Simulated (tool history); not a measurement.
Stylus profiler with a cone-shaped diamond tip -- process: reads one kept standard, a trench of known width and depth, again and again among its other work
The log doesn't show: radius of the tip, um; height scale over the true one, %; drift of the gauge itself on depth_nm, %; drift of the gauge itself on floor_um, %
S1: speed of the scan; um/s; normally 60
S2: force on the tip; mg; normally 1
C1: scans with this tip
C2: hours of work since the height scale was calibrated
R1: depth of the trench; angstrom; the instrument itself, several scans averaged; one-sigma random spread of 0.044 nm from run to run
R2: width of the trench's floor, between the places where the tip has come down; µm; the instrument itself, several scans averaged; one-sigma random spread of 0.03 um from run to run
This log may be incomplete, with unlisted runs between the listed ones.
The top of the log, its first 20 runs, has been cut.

run,hour,S1,S2,C1,C2,R1,R2
21,1951.6,60,1,10349,1598,1009.4,46.76
22,2066.7,60,1,10714,1654,1010.6,46.74
23,2186.1,60,1,11092,1713,1009.8,46.68
24,2260.4,33,0.38,11328,1749,1008.2,46.76
25,2360.9,33,0.38,11646,1798,1008.4,46.72
# hour 2400.5: height scale calibrated on a step standard
26,2429.9,36,0.74,11863,14,1003.7,46.78
27,2504,36,0.74,12098,51,1003.9,46.76
28,2624.3,36,0.74,12479,110,1004,46.79

The next listed run, before its measurement:
29,2694.1,36,0.74,12701,144,?,?

R1: 1004.3 angstrom
R2: 46.73 µm
If the tool had no hidden condition, the same run with the same run-to-run variation would have returned R1 1003.6 angstrom, R2 47.66 µm.
